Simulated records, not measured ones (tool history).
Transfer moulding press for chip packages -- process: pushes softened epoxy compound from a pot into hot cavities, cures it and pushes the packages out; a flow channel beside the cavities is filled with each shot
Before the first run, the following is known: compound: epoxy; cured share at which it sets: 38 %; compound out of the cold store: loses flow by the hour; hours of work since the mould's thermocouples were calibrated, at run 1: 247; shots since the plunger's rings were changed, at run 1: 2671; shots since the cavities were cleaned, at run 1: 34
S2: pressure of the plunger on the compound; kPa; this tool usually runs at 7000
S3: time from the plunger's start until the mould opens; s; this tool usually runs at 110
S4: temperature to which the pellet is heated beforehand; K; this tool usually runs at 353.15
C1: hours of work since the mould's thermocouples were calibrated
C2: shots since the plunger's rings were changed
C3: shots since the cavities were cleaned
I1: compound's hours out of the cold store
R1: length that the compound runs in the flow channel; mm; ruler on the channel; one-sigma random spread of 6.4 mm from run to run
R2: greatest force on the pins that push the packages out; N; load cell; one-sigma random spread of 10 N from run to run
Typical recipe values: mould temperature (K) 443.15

Run 1, hour 0.0: usual settings; C1 247; C2 2671; C3 34; I1 18.3. Result: R1 777 mm, R2 508 N.
Run 2, hour 8.8: usual settings but S3 93 s; C1 252; C2 2755; C3 118; I1 36.0. Result: R1 708 mm, R2 640 N.
Run 3, hour 17.3: usual settings; C1 257; C2 2836; C3 199; I1 15.1. Result: R1 762 mm, R2 590 N.
Run 4, hour 24.7: usual settings but S2 8580 kPa; C1 262; C2 2906; C3 269; I1 30.5. Result: R1 798 mm, R2 593 N.
Run 5, hour 38.4: usual settings but S2 8580 kPa; C1 271; C2 3037; C3 400; I1 30.6. Result: R1 793 mm, R2 657 N.
Run 6, hour 45.9: usual settings but S2 8580 kPa; C1 275; C2 3108; C3 471; I1 40.4. Result: R1 748 mm, R2 649 N.
Run 7, hour 53.9: usual settings but S2 8580 kPa; C1 280; C2 3185; C3 548; I1 10.4. Result: R1 863 mm, R2 656 N.
At hour 60.4: cavities cleaned with cleaning compound and waxed.
Run 8, hour 64.0: usual settings but S2 6030 kPa; C1 286; C2 3267; C3 35; I1 39.7. Result: R1 636 mm, R2 794 N.
Run 9, hour 77.2: usual settings but S2 6030 kPa; C1 294; C2 3393; C3 161; I1 26.4. Result: R1 695 mm, R2 804 N.
Run 10, hour 91.0: usual settings but S2 6660 kPa; C1 302; C2 3524; C3 292; I1 42.0. Result: R1 661 mm, R2 789 N.
Run 11, hour 103.5: usual settings but S2 6660 kPa; C1 310; C2 3643; C3 411; I1 17.9. Result: R1 730 mm, R2 808 N.
Run 12, hour 117.7: usual settings but S2 6660 kPa; C1 319; C2 3779; C3 547; I1 9.0. Result: R1 758 mm, R2 833 N.
At hour 124.3: cavities cleaned with cleaning compound and waxed.
Run 13, hour 127.6: usual settings but S2 6660 kPa; C1 324; C2 3859; C3 32; I1 28.6. Result: R1 687 mm, R2 475 N.

Below, some changes in R1 between adjacent runs. For each, the amount present without the hidden state too (settings, incoming material, random variation) and the amount remaining for the hidden state with gauge scatter not shared by both compared results:
Hidden state at play: true mould temperature over the reading, C; pressure that reaches the compound, % of what is set; grip of the stained cavities, % over clean ones'; drift of the gauge itself on flow_mm, %; drift of the gauge itself on push_out_n, %.
Run 7 -> 8: S2 8580 -> 6030, cavities cleaned with cleaning compound and waxed. R1 -227 mm: hidden state +9, all else -236.
